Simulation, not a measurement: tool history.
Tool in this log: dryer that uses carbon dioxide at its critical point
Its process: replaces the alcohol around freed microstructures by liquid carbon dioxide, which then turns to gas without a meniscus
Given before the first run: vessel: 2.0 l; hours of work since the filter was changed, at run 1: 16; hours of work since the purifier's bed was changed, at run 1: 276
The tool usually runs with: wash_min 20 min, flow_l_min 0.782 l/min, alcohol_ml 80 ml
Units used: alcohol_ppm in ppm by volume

run	hour	wash_min	flow_l_min	alcohol_ml	hours of work since the filter was changed	hours of work since the purifier's bed was changed	alcohol_ppm
1	0.0	20	0.782	80	16	276	158
2	26.3	20	0.782	80	35	295	170
3	82.8	15	0.782	80	76	336	539
4	108.0	31	0.782	80	94	355	109
5	140.0	31	0.782	80	118	378	103
6	189.6	20	0.782	80	153	414	231
7	249.8	20	0.782	80	197	457	245
8	285.3	20	0.782	80	223	483	247
9	312.3	20	0.782	80	242	503	276
10	355.5	20	0.782	80	274	534	271
11	412.2	20	0.782	80	315	575	310
12	465.5	20	0.782	80	353	614	321
13	525.8	20	0.720	80	397	657	461
14	588.0	20	0.782	80	442	702	382
15	641.1	20	0.782	80	481	741	408
# hour 662.8: inlet filter changed
16	698.6	20	0.782	80	26	782	302
17	741.5	20	0.782	80	57	813	307
18	771.7	20	0.782	80	79	835	317
19	818.1	20	0.782	80	112	868	341
20	860.5	20	0.782	80	143	899	355
21	889.6	20	0.782	80	164	920	351
22	925.0	20	0.782	80	190	946	376
23	958.2	20	0.782	80	214	970	385
24	1005.2	20	0.771	80	248	1004	396
25	1058.2	20	0.771	80	286	1042	440
26	1119.9	18	0.782	80	331	1087	562
27	1182.2	19	0.782	47	376	1132	432
# hour 1217.7: purifier's bed changed
28	1217.7	27	0.708	63	400	0	47
29	1254.9	27	0.708	63	427	27	61
30	1285.7	26	0.710	21	449	49	43
31	1344.2	29	0.796	65	491	92	45
# hour 1353.4: inlet filter changed
32	1378.6	20	0.549	56	18	116	429
33	1415.1	20	1.014	29	45	142	40
34	1459.2	31	1.172	29	77	174	47
35	1521.1	21	0.982	46	121	219	74
36	1581.2	21	0.982	46	165	263	82
37	1617.1	12	1.041	42	191	289	279
38	1673.9	18	1.041	42	232	330	121
39	1714.9	18	1.041	42	262	359	116
40	1773.4	20	0.782	33	304	402	174
41	1800.1	32	0.638	24	324	421	117
42	1830.3	18	0.761	108	345	443	543
43	1885.7	18	0.761	108	386	483	604
44	1932.0	18	0.761	108	419	517	639
45	1960.7	18	0.761	108	440	537	661
46	2007.1	21	1.307	80	474	571	154

Alternative continuations, all from the tool just after run 46; predict every row:
# hour 2041.7: inlet filter changed
A	2057.2	18	0.710	63	11	607	?
# hour 2041.7: inlet filter changed
B	2057.2	16	0.782	36	11	607	?
# hour 2041.7: inlet filter changed
C	2057.2	16	0.782	36	11	607	?
# hour 2041.7: inlet filter changed
D	2057.2	16	1.307	80	11	607	?

run	alcohol_ppm
A	388
B	293
C	295
D	176
What these runs would have given with no unlogged condition in the tool:
run	alcohol_ppm
A	225
B	132
C	138
D	17

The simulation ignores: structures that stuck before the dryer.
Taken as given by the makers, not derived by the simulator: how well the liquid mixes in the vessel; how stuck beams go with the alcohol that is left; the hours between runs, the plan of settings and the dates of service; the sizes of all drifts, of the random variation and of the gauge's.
